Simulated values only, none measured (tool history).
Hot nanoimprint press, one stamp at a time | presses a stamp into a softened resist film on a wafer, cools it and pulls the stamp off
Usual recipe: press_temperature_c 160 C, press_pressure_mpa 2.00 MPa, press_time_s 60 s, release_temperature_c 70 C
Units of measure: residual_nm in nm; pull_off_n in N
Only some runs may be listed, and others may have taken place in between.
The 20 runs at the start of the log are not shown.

run	hour	press_temperature_c	press_pressure_mpa	press_time_s	release_temperature_c	residual_nm	pull_off_n
21	808.8	160	2.00	60	69	83.0	233
22	855.9	160	2.90	60	69	67.5	246
# hour 875.6: plate thermocouple calibrated
23	884.3	160	2.00	57	75	89.6	217
24	909.0	160	2.10	48	74	90.2	216
25	953.1	166	2.73	53	61	59.9	297
26	987.9	166	2.73	53	61	59.4	306
27	1041.1	166	2.73	104	55	46.7	351
# hour 1080.3: press's hydraulic seals changed and the load cell set to zero
28	1107.0	161	3.19	89	70	52.8	266
29	1133.0	152	2.00	68	70	111.0	265
# hour 1166.1: stamp cleaned and given a new release coat
30	1187.2	149	2.00	60	69	128.4	206

4 options for the next run, each taken on its own from the tool as it stands now. Forecast them:
A	1235.6	160	2.00	60	66	?	?
B	1235.6	160	2.00	67	70	?	?
C	1235.6	149	2.00	46	69	?	?
D	1235.6	149	2.00	108	69	?	?

run	residual_nm	pull_off_n
A	82.0	235
B	80.1	208
C	137.7	211
D	109.4	221
Without the tool's unlogged condition, the same runs would have read:
run	residual_nm	pull_off_n
A	85.1	229
B	83.1	204
C	141.9	206
D	113.7	216
